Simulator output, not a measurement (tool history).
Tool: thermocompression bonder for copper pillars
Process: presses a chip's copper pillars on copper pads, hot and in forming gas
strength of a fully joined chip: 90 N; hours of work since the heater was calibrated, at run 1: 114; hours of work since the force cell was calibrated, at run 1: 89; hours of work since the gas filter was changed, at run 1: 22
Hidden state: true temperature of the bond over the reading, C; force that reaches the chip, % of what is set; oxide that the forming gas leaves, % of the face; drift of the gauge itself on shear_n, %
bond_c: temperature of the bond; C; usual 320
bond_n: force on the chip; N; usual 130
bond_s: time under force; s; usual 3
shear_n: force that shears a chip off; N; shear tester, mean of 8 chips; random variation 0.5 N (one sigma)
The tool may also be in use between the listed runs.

| run | hour | bond_c | bond_n | bond_s | hours of work since the heater was calibrated | hours of work since the force cell was calibrated | hours of work since the gas filter was changed | shear_n |
|---|---|---|---|---|---|---|---|---|
| 1 | 0 | 320 | 130 | 3 | 114 | 89 | 22 | 34.4 |
| 2 | 21.1 | 320 | 130 | 3 | 122 | 98 | 30 | 34.4 |
| 3 | 41 | 320 | 130 | 3 | 131 | 106 | 39 | 33.9 |
| 4 | 55.9 | 349 | 130 | 3 | 137 | 112 | 45 | 49.2 |
| 5 | 69.2 | 337 | 130 | 3 | 142 | 117 | 50 | 43.4 |
| 6 | 81.2 | 320 | 130 | 3 | 147 | 122 | 55 | 34.3 |
| 7 | 100.7 | 320 | 130 | 3 | 155 | 130 | 63 | 33.6 |
| 8 | 116.6 | 320 | 130 | 3 | 162 | 137 | 70 | 34.2 |
| 9 | 127.8 | 320 | 132 | 3 | 166 | 141 | 74 | 33.9 |
| 10 | 147.3 | 320 | 132 | 3 | 174 | 149 | 82 | 33.7 |
| 11 | 159.2 | 320 | 130 | 3 | 179 | 154 | 87 | 33.4 |
| 12 | 168.1 | 325 | 130 | 3 | 183 | 158 | 91 | 35.7 |
| 13 | 182 | 320 | 130 | 3 | 189 | 164 | 97 | 33.5 |
| 14 | 195.7 | 320 | 130 | 3 | 194 | 169 | 102 | 33 |
| 15 | 216.7 | 299 | 130 | 3 | 203 | 178 | 111 | 23.8 |
| 16 | 225.5 | 317 | 130 | 3 | 206 | 182 | 114 | 31.5 |
| 17 | 238.5 | 320 | 130 | 8 | 212 | 187 | 120 | 47.1 |
| 18 | 253.6 | 320 | 130 | 3 | 218 | 193 | 126 | 32.9 |
| 19 | 273.8 | 320 | 130 | 3 | 226 | 201 | 134 | 32.7 |
| 20 | 288.3 | 320 | 143 | 3 | 232 | 207 | 140 | 35 |
| 21 | 300.8 | 320 | 162 | 3 | 237 | 213 | 145 | 36.1 |
|  | 304 | force cell calibrated |
| 22 | 320.9 | 320 | 162 | 3 | 245 | 7 | 153 | 36.7 |
| 23 | 333.1 | 320 | 154 | 3 | 250 | 12 | 158 | 35.4 |
| 24 | 353.3 | 341 | 109 | 3 | 258 | 20 | 166 | 38 |
| 25 | 363.2 | 320 | 132 | 3 | 262 | 24 | 170 | 32.4 |
| 26 | 372.7 | 346 | 88 | 2 | 266 | 28 | 174 | 31.8 |
| 27 | 384.7 | 300 | 154 | 2 | 271 | 33 | 179 | 22.3 |
| 28 | 395.9 | 300 | 154 | 2 | 276 | 38 | 184 | 21.7 |
| 29 | 415.6 | 300 | 154 | 2 | 284 | 46 | 192 | 21.4 |
|  | 427.3 | force cell calibrated, once more |
| 30 | 430.3 | 320 | 113 | 3 | 289 | 1 | 197 | 30.1 |
| 31 | 445.5 | 320 | 130 | 2 | 296 | 7 | 204 | 28.1 |
| 32 | 457.2 | 347 | 189 | 4 | 300 | 12 | 208 | 58.1 |
| 33 | 471.6 | 342 | 129 | 2 | 306 | 18 | 214 | 37.1 |
| 34 | 491.5 | 326 | 130 | 3 | 314 | 26 | 222 | 34.3 |
| 35 | 500.7 | 329 | 84 | 3 | 318 | 30 | 226 | 28.8 |
| 36 | 514.9 | 340 | 84 | 2 | 324 | 36 | 232 | 28.4 |
| 37 | 524.5 | 328 | 145 | 7 | 328 | 40 | 236 | 50.1 |
| 38 | 537.5 | 323 | 130 | 2 | 333 | 45 | 241 | 27.4 |
| 39 | 557.8 | 301 | 157 | 4 | 342 | 54 | 250 | 29.3 |

Forecast each of these 5 alternatives for the next run:
| A | 576.1 | 334 | 101 | 2 | 349 | 61 | 257 | ? |
| B | 576.1 | 301 | 99 | 4 | 349 | 61 | 257 | ? |
| C | 576.1 | 320 | 102 | 3 | 349 | 61 | 257 | ? |
| D | 576.1 | 332 | 150 | 2 | 349 | 61 | 257 | ? |
| E | 576.1 | 301 | 176 | 3 | 349 | 61 | 257 | ? |

| run | shear_n |
|---|---|
| A | 28.2 |
| B | 23.6 |
| C | 27.3 |
| D | 34.5 |
| E | 27.9 |
Without the tool's hidden state the same runs would have given:
| run | shear_n |
|---|---|
| A | 32.2 |
| B | 27.1 |
| C | 31.2 |
| D | 39.1 |
| E | 32 |
